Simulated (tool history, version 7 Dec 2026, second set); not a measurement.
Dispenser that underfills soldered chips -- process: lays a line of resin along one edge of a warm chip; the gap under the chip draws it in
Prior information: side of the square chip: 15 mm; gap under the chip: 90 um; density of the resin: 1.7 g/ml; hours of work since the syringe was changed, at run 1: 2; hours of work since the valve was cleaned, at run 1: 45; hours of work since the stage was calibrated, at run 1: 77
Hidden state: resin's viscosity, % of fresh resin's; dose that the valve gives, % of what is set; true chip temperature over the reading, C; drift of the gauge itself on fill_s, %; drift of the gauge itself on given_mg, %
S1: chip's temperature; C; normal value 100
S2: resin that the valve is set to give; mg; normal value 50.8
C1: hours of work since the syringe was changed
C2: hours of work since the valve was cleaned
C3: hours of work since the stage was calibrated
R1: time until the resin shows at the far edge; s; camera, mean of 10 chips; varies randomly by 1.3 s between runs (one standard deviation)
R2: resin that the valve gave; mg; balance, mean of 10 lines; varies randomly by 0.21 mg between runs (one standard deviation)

{"run": 1, "hour": 0.0, "S1": 100, "S2": 50.8, "C1": 2, "C2": 45, "C3": 77, "R1": 144.9, "R2": 48.73}
{"run": 2, "hour": 4.5, "S1": 100, "S2": 62.0, "C1": 5, "C2": 48, "C3": 81, "R1": 174.6, "R2": 59.17}
{"run": 3, "hour": 8.4, "S1": 100, "S2": 62.0, "C1": 8, "C2": 51, "C3": 83, "R1": 206.3, "R2": 58.8}
{"hour": 10.6, "done": "new syringe of resin"}
{"run": 4, "hour": 12.0, "S1": 96, "S2": 62.0, "C1": 1, "C2": 53, "C3": 86, "R1": 156.8, "R2": 58.81}
{"run": 5, "hour": 15.6, "S1": 96, "S2": 55.7, "C1": 4, "C2": 56, "C3": 88, "R1": 186.8, "R2": 52.56}
{"run": 6, "hour": 18.9, "S1": 96, "S2": 55.7, "C1": 6, "C2": 58, "C3": 91, "R1": 219.4, "R2": 52.35}
{"run": 7, "hour": 22.9, "S1": 96, "S2": 55.7, "C1": 9, "C2": 61, "C3": 94, "R1": 263.1, "R2": 52.02}
{"hour": 24.2, "done": "new syringe of resin"}
{"run": 8, "hour": 26.1, "S1": 96, "S2": 55.7, "C1": 1, "C2": 63, "C3": 96, "R1": 160.1, "R2": 52.1}
{"run": 9, "hour": 30.3, "S1": 100, "S2": 55.7, "C1": 4, "C2": 66, "C3": 99, "R1": 165.2, "R2": 51.7}
{"run": 10, "hour": 33.4, "S1": 100, "S2": 55.7, "C1": 7, "C2": 68, "C3": 101, "R1": 189.9, "R2": 51.87}
{"hour": 38.0, "done": "new syringe of resin"}
{"run": 11, "hour": 38.2, "S1": 100, "S2": 50.8, "C1": 0, "C2": 72, "C3": 104, "R1": 131.5, "R2": 47.1}
{"hour": 42.0, "done": "dispensing valve cleaned and set on the balance"}
{"run": 12, "hour": 43.7, "S1": 100, "S2": 50.6, "C1": 3, "C2": 1, "C3": 108, "R1": 158.7, "R2": 50.63}
{"run": 13, "hour": 47.9, "S1": 100, "S2": 50.6, "C1": 6, "C2": 4, "C3": 111, "R1": 194.1, "R2": 50.03}
{"hour": 52.4, "done": "new syringe of resin"}
{"run": 14, "hour": 52.5, "S1": 100, "S2": 50.6, "C1": 0, "C2": 7, "C3": 114, "R1": 125.1, "R2": 50.04}
{"run": 15, "hour": 55.0, "S1": 100, "S2": 63.3, "C1": 2, "C2": 9, "C3": 116, "R1": 134.4, "R2": 63.07}
{"run": 16, "hour": 59.1, "S1": 100, "S2": 49.8, "C1": 5, "C2": 12, "C3": 119, "R1": 170.3, "R2": 49.39}
{"run": 17, "hour": 61.1, "S1": 100, "S2": 50.8, "C1": 6, "C2": 14, "C3": 120, "R1": 180.0, "R2": 50.19}
{"run": 18, "hour": 64.8, "S1": 100, "S2": 50.8, "C1": 9, "C2": 16, "C3": 123, "R1": 220.8, "R2": 50.57}
{"hour": 65.9, "done": "new syringe of resin"}
{"run": 19, "hour": 68.2, "S1": 104, "S2": 50.8, "C1": 2, "C2": 18, "C3": 125, "R1": 118.1, "R2": 49.77}
{"run": 20, "hour": 71.6, "S1": 105, "S2": 44.1, "C1": 4, "C2": 21, "C3": 127, "R1": 136.0, "R2": 43.29}
{"run": 21, "hour": 74.4, "S1": 113, "S2": 64.6, "C1": 6, "C2": 23, "C3": 129, "R1": 105.1, "R2": 63.4}
{"run": 22, "hour": 76.8, "S1": 110, "S2": 64.6, "C1": 8, "C2": 25, "C3": 131, "R1": 130.4, "R2": 63.72}
{"hour": 79.5, "done": "new syringe of resin"}
{"run": 23, "hour": 80.3, "S1": 110, "S2": 62.4, "C1": 1, "C2": 27, "C3": 133, "R1": 86.8, "R2": 60.65}
{"run": 24, "hour": 83.5, "S1": 102, "S2": 62.4, "C1": 3, "C2": 29, "C3": 136, "R1": 139.3, "R2": 60.75}
{"run": 25, "hour": 86.0, "S1": 111, "S2": 64.1, "C1": 5, "C2": 31, "C3": 137, "R1": 106.9, "R2": 62.2}
{"run": 26, "hour": 87.9, "S1": 95, "S2": 45.1, "C1": 6, "C2": 33, "C3": 139, "R1": 241.7, "R2": 43.83}
{"run": 27, "hour": 92.3, "S1": 89, "S2": 45.9, "C1": 9, "C2": 36, "C3": 142, "R1": 384.9, "R2": 44.39}
{"hour": 93.0, "done": "new syringe of resin"}
{"run": 28, "hour": 95.5, "S1": 87, "S2": 45.9, "C1": 2, "C2": 38, "C3": 144, "R1": 256.4, "R2": 44.29}
{"run": 29, "hour": 97.4, "S1": 108, "S2": 45.4, "C1": 3, "C2": 39, "C3": 145, "R1": 113.8, "R2": 43.66}
{"run": 30, "hour": 101.7, "S1": 108, "S2": 45.4, "C1": 6, "C2": 42, "C3": 149, "R1": 140.8, "R2": 43.29}
{"run": 31, "hour": 105.9, "S1": 108, "S2": 45.4, "C1": 9, "C2": 45, "C3": 152, "R1": 167.8, "R2": 43.48}
{"hour": 106.5, "done": "new syringe of resin"}
{"run": 32, "hour": 109.0, "S1": 95, "S2": 45.4, "C1": 2, "C2": 47, "C3": 154, "R1": 177.5, "R2": 43.48}
{"run": 33, "hour": 112.8, "S1": 105, "S2": 61.3, "C1": 5, "C2": 50, "C3": 156, "R1": 132.0, "R2": 58.35}
{"run": 34, "hour": 115.6, "S1": 87, "S2": 54.9, "C1": 7, "C2": 52, "C3": 158, "R1": 330.7, "R2": 52.13}
{"hour": 119.9, "done": "new syringe of resin"}
{"run": 35, "hour": 120.3, "S1": 106, "S2": 53.2, "C1": 0, "C2": 55, "C3": 162, "R1": 96.6, "R2": 50.37}
{"run": 36, "hour": 122.8, "S1": 106, "S2": 53.2, "C1": 2, "C2": 57, "C3": 163, "R1": 108.7, "R2": 50.44}

How the hidden state differs across the entries between the runs, from the last listed run before each to the first after it:
Logged between run 3 and run 4: new syringe of resin (hour 10.6)
  resin's viscosity, % of fresh resin's: 167.3 -> 107.3; dose that the valve gives, % of what is set: 94.82 -> 94.58; true chip temperature over the reading, C: 0.32 -> 0.33
  the result without the hidden state subtracted from the measured one, R1: +81.6 -> +9.0 s; R2: -3.22 -> -3.37 mg
Logged between run 7 and run 8: new syringe of resin (hour 24.2)
  resin's viscosity, % of fresh resin's: 177 -> 108.9; dose that the valve gives, % of what is set: 93.82 -> 93.61; true chip temperature over the reading, C: 0.39 -> 0.4
  the result without the hidden state subtracted from the measured one, R1: +113.2 -> +11.8 s; R2: -3.43 -> -3.56 mg
Logged between run 10 and run 11: new syringe of resin (hour 38.0)
  resin's viscosity, % of fresh resin's: 152.3 -> 103.5; dose that the valve gives, % of what is set: 93.12 -> 92.78; true chip temperature over the reading, C: 0.44 -> 0.46
  the result without the hidden state subtracted from the measured one, R1: +64.2 -> +3.8 s; R2: -3.84 -> -3.67 mg
Logged between run 11 and run 12: dispensing valve cleaned and set on the balance (hour 42.0)
  resin's viscosity, % of fresh resin's: 103.5 -> 127.2; dose that the valve gives, % of what is set: 92.78 -> 100.01; true chip temperature over the reading, C: 0.46 -> 0.48
  the result without the hidden state subtracted from the measured one, R1: +3.8 -> +31.4 s; R2: -3.67 -> +0.01 mg
Logged between run 13 and run 14: new syringe of resin (hour 52.4)
  resin's viscosity, % of fresh resin's: 154.3 -> 99.5; dose that the valve gives, % of what is set: 99.74 -> 99.44; true chip temperature over the reading, C: 0.5 -> 0.52
  the result without the hidden state subtracted from the measured one, R1: +65.5 -> -3.3 s; R2: -0.13 -> -0.28 mg
Logged between run 18 and run 19: new syringe of resin (hour 65.9)
  resin's viscosity, % of fresh resin's: 175.8 -> 110.5; dose that the valve gives, % of what is set: 98.57 -> 98.35; true chip temperature over the reading, C: 0.58 -> 0.6
  the result without the hidden state subtracted from the measured one, R1: +92.4 -> +8.8 s; R2: -0.73 -> -0.84 mg
Logged between run 22 and run 23: new syringe of resin (hour 79.5)
  resin's viscosity, % of fresh resin's: 164.3 -> 107.2; dose that the valve gives, % of what is set: 97.74 -> 97.53; true chip temperature over the reading, C: 0.64 -> 0.66
  the result without the hidden state subtracted from the measured one, R1: +49.1 -> +3.7 s; R2: -1.47 -> -1.53 mg
Logged between run 27 and run 28: new syringe of resin (hour 93.0)
  resin's viscosity, % of fresh resin's: 186.4 -> 113.9; dose that the valve gives, % of what is set: 96.68 -> 96.46; true chip temperature over the reading, C: 0.72 -> 0.73
  the result without the hidden state subtracted from the measured one, R1: +173.7 -> +26.0 s; R2: -1.53 -> -1.63 mg
Logged between run 31 and run 32: new syringe of resin (hour 106.5)
  resin's viscosity, % of fresh resin's: 184 -> 111.9; dose that the valve gives, % of what is set: 95.75 -> 95.56; true chip temperature over the reading, C: 0.78 -> 0.8
  the result without the hidden state subtracted from the measured one, R1: +74.9 -> +15.5 s; R2: -1.93 -> -2.02 mg
Logged between run 34 and run 35: new syringe of resin (hour 119.9)
  resin's viscosity, % of fresh resin's: 151.7 -> 101.7; dose that the valve gives, % of what is set: 95.13 -> 94.83; true chip temperature over the reading, C: 0.83 -> 0.85
  the result without the hidden state subtracted from the measured one, R1: +105.9 -> -0.9 s; R2: -2.67 -> -2.74 mg

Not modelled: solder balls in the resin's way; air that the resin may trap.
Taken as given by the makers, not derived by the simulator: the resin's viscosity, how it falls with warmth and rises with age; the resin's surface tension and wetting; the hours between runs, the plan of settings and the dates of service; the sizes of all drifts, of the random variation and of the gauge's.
